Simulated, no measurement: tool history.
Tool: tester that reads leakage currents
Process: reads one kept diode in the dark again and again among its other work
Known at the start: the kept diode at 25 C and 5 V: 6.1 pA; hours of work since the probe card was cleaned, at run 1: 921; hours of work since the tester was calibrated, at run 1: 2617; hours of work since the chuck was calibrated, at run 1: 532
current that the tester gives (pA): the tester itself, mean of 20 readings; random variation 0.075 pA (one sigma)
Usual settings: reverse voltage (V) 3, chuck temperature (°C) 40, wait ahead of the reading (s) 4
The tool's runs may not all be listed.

run	hour	reverse voltage (V)	chuck temperature (°C)	wait ahead of the reading (s)	hours of work since the probe card was cleaned	hours of work since the tester was calibrated	hours of work since the chuck was calibrated	current that the tester gives (pA)
1	0	3	40	4	921	2617	532	25.55
2	120.4	3	40	4	1003	2700	614	26.23
3	201.3	3	40	4	1059	2755	670	26.65
# hour 229.2: probe card cleaned and baked
# hour 285.4: chuck's temperature calibrated
4	319.3	3	40	4	60	2833	23	19.46
5	395.4	3	40	4	113	2885	75	19.91
6	515.2	3	40	4	195	2967	158	20.55
7	645.1	3	40	4	284	3056	247	21.11
8	748.3	3	40	4	354	3127	317	21.79
9	825.7	3	40	4	407	3180	370	22.08
10	917.1	3	40	4	470	3242	433	22.77
11	1016.6	3	40	4	538	3311	501	23.17
12	1146	3	40	4	627	3399	590	23.75
13	1231.9	3	40	4	686	3458	649	24.44
# hour 1344.3: chuck's temperature calibrated
14	1348.3	2.11	40	4	764	3537	3	18.64
15	1413.9	2.11	40	4	809	3581	48	19.11
16	1532.5	2.11	40	4	891	3663	129	19.5
17	1600.2	2.11	40	4	937	3709	175	19.82
18	1722.9	3	25	4	1021	3793	260	10.76
# hour 1765.9: tester calibrated
# hour 1813.5: probe card cleaned and baked
19	1843.8	3	25	4	21	51	339	5.03
20	1964	3	25	4	103	134	421	5.57
21	2060.8	3	25	4	169	200	488	6.03
22	2186.8	3.29	33	0.81	256	286	574	13.38
23	2259.1	3.29	33	0.81	305	336	624	13.8
24	2345.9	3	40	0.37	365	396	683	23.49
# hour 2409.3: chuck's temperature calibrated
25	2429.6	3	26	0.92	421	452	14	8.22
26	2511.7	13.89	40	4.96	477	508	70	56
27	2575.6	13.89	40	1.19	521	552	114	59.35
28	2635.3	13.89	40	1.19	562	593	155	60.35
29	2709.6	3	23	0.68	613	643	206	8.36
30	2810.6	1.92	23	0.7	682	713	275	6.16
31	2873.4	1.92	23	0.7	725	756	318	6.47
32	2985	11.01	47	2.04	802	832	395	89.03
33	3047.9	1.27	20	0.64	845	875	438	4.38
34	3122.3	17.25	20	4.99	896	926	489	37.73
35	3191.7	17.25	20	4.99	943	974	536	39.56
36	3264.4	9.21	40	1.2	993	1024	586	55.38
# hour 3394.2: probe card cleaned and baked
37	3396.1	1.29	50	4	1	1112	674	30.67
# hour 3467.4: chuck's temperature calibrated
38	3488	1.29	39	4	63	1174	14	11.37
39	3589.6	2.05	40	7.46	133	1243	84	15.97

Hidden state at the last listed run before each entry between runs and at the first one after, where it differs:
Between runs 3 and 4: probe card cleaned and baked (hour 229.2); chuck's temperature calibrated (hour 285.4)
  stray current of the dirty probe card, pA a volt: 2.037 -> 0.144; current scale over the true one, %: 1.34 -> 1.37; true chuck temperature over the reading, C: 0.8 -> 0.01
  measured less the result without the state, current that the tester gives (pA): +7.76 -> +0.65
Between runs 13 and 14: chuck's temperature calibrated (hour 1344.3)
  stray current of the dirty probe card, pA a volt: 1.309 -> 1.464; current scale over the true one, %: 1.68 -> 1.72; true chuck temperature over the reading, C: 0.74 -> -0.12
  measured less the result without the state, current that the tester gives (pA): +5.53 -> +3.17
Between runs 18 and 19: tester calibrated (hour 1765.9); probe card cleaned and baked (hour 1813.5)
  stray current of the dirty probe card, pA a volt: 1.928 -> 0.054; current scale over the true one, %: 1.84 -> 0; true chuck temperature over the reading, C: 0.18 -> 0.27
  measured less the result without the state, current that the tester gives (pA): +5.95 -> +0.22
Between runs 24 and 25: chuck's temperature calibrated (hour 2409.3)
  stray current of the dirty probe card, pA a volt: 0.696 -> 0.814; current scale over the true one, %: 0.17 -> 0.19; true chuck temperature over the reading, C: 0.67 -> 0.21
  measured less the result without the state, current that the tester gives (pA): +3.21 -> +2.51
Between runs 36 and 37: probe card cleaned and baked (hour 3394.2)
  stray current of the dirty probe card, pA a volt: 1.895 -> 0.026; current scale over the true one, %: 0.47 -> 0.51; true chuck temperature over the reading, C: 0.86 -> 0.95
  measured less the result without the state, current that the tester gives (pA): +20.17 -> +2.47
Between runs 37 and 38: chuck's temperature calibrated (hour 3467.4)
  stray current of the dirty probe card, pA a volt: 0.026 -> 0.148; current scale over the true one, %: 0.51 -> 0.54; true chuck temperature over the reading, C: 0.95 -> 0.08
  measured less the result without the state, current that the tester gives (pA): +2.47 -> +0.3
